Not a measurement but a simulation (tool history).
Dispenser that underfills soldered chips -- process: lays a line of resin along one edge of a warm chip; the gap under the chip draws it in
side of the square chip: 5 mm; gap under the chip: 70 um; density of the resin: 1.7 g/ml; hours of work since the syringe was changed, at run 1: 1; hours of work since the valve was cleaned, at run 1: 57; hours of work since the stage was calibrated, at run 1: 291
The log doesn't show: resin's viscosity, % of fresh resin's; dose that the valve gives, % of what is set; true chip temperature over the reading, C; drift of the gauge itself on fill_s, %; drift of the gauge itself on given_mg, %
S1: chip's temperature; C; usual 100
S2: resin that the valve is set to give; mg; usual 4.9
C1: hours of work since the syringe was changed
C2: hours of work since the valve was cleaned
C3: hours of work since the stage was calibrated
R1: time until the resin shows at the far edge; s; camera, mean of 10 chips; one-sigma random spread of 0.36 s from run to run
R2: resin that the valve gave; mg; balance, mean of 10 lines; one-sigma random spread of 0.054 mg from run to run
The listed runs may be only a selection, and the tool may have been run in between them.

run,hour,S1,S2,C1,C2,C3,R1,R2
1,0,100,4.9,1,57,291,21.6,4.63
# hour 6: new syringe of resin
2,10.8,100,4.9,4,65,299,25.1,4.48
# hour 13.3: new syringe of resin
# hour 20.3: new syringe of resin
3,20.3,100,4.9,0,72,306,20.2,4.53
# hour 27.6: new syringe of resin
4,29.2,100,4.9,1,79,312,22.8,4.61
# hour 34.5: new syringe of resin
5,38.8,100,4.9,3,86,320,25.1,4.6
# hour 41.3: new syringe of resin
6,46,100,4.9,4,92,325,25.3,4.46
# hour 48.7: new syringe of resin
7,53.3,91,4.9,4,97,330,33.9,4.48
# hour 56.4: new syringe of resin
8,59.1,91,4.9,2,101,335,31.6,4.49
# hour 63.6: new syringe of resin
9,64.8,91,4.9,1,106,339,29.9,4.54
# hour 70.6: new syringe of resin
10,71.5,113,4.9,1,111,344,14.8,4.42
# hour 77.5: new syringe of resin
11,79.8,113,4.9,2,117,350,15.8,4.33
# hour 84.3: new syringe of resin
# hour 89.9: dispensing valve cleaned and set on the balance
12,91.4,113,4.9,5,1,358,18.4,4.87
# hour 92.2: new syringe of resin
13,97.4,100,4.9,4,6,362,25.9,4.92
# hour 99.6: new syringe of resin
14,104.6,100,5.53,4,11,368,25.9,5.4
# hour 106.6: new syringe of resin
15,112.5,100,5.53,5,17,374,26.5,5.47
# hour 113.8: new syringe of resin
16,118.5,100,4.9,4,21,378,25.8,4.76
# hour 120.8: new syringe of resin
# hour 127.8: new syringe of resin
17,128.1,100,4.9,0,28,385,20.9,4.67
# hour 134.7: new syringe of resin
18,139.3,100,4.9,4,37,394,25.2,4.73
# hour 141.9: new syringe of resin
19,148.1,100,4.9,5,43,400,27,4.66
# hour 149.4: new syringe of resin
# hour 156.9: new syringe of resin
20,159.5,93,5.95,2,52,409,29.2,5.58
# hour 164.1: new syringe of resin
# hour 170.9: new syringe of resin
21,171,98,4.76,0,60,417,22.9,4.54
# hour 177.9: new syringe of resin
22,180.8,98,4.76,2,68,424,25.3,4.52
# hour 185: new syringe of resin
23,190.9,108,5.21,5,75,432,21.2,4.75
# hour 192.2: new syringe of resin
24,196.4,108,5.21,3,79,436,20,4.75
# hour 199.5: new syringe of resin
# hour 206.3: new syringe of resin
25,207.7,104,5.58,1,88,444,19.9,5.03
# hour 213.4: new syringe of resin
26,218.6,104,5.58,4,96,453,23.3,5.05
# hour 220.8: new syringe of resin
# hour 228: new syringe of resin
27,228,104,5.32,0,103,460,19.1,4.76
# hour 235.5: new syringe of resin
28,236.4,111,4.9,1,109,466,15,4.34
29,241.2,111,4.9,4,113,470,19,4.22
# hour 242.6: new syringe of resin
# hour 249.5: new syringe of resin
30,251.1,103,4.46,1,120,477,21.4,3.98
# hour 256.3: dispensing valve cleaned and set on the balance
# hour 257.9: new syringe of resin
31,259.7,103,4.46,1,2,482,20.4,4.43
# hour 264.9: new syringe of resin
32,269.6,100,4.59,4,10,490,26.5,4.54
# hour 272.1: new syringe of resin
# hour 279.6: new syringe of resin
33,281.2,112,4.96,1,18,498,15.7,4.81
# hour 286.4: new syringe of resin
34,286.4,114,4.28,0,22,502,14.1,4.22

Below are 3 alternative next runs, each starting from the tool's condition after run 34. Predict each:
A,292,104,4.78,4,27,507,?,?
B,292,87,4.45,4,27,507,?,?
C,292,97,5,4,27,507,?,?

run,R1,R2
A,23.8,4.62
B,41.6,4.4
C,29.2,4.95
With no hidden state in the tool, these same runs would have given:
run,R1,R2
A,17.3,4.73
B,29.9,4.5
C,21.1,5.07

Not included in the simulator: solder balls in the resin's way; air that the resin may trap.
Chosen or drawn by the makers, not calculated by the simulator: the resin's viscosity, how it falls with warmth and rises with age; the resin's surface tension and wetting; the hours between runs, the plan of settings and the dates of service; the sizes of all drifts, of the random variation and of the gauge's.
